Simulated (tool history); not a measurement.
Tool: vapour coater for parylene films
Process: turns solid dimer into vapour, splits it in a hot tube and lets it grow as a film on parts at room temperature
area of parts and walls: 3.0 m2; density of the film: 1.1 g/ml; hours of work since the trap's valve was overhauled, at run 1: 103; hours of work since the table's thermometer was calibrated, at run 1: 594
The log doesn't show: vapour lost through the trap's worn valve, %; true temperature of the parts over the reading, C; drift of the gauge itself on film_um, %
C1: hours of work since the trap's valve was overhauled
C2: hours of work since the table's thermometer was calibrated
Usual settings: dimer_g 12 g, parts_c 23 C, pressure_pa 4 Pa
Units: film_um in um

Run 1, hour 0.0: usual settings; C1 103; C2 594. Result: film_um 2.445 um.
Run 2, hour 46.5: usual settings; C1 125; C2 616. Result: film_um 2.433 um.
Run 3, hour 75.2: usual settings; C1 139; C2 629. Result: film_um 2.424 um.
Run 4, hour 111.0: usual settings; C1 156; C2 647. Result: film_um 2.435 um.
Run 5, hour 142.8: usual settings but parts_c 18 C; C1 171; C2 662. Result: film_um 2.625 um.
Run 6, hour 198.2: usual settings but parts_c 18 C; C1 197; C2 688. Result: film_um 2.622 um.
Run 7, hour 229.8: usual settings but dimer_g 16 g, parts_c 34 C; C1 212; C2 703. Result: film_um 2.654 um.
Run 8, hour 282.0: usual settings but dimer_g 16 g, parts_c 34 C; C1 237; C2 728. Result: film_um 2.640 um.
Run 9, hour 308.3: usual settings but dimer_g 16 g, parts_c 34 C; C1 250; C2 741. Result: film_um 2.626 um.

Run 10 comes next. What will it give?
Run 10, hour 353.2: usual settings but dimer_g 7 g, parts_c 24 C; C1 271; C2 762. Result: film_um ?.

film_um: 1.372 um
Without the tool's hidden state the same run would have given film_um 1.431 um.
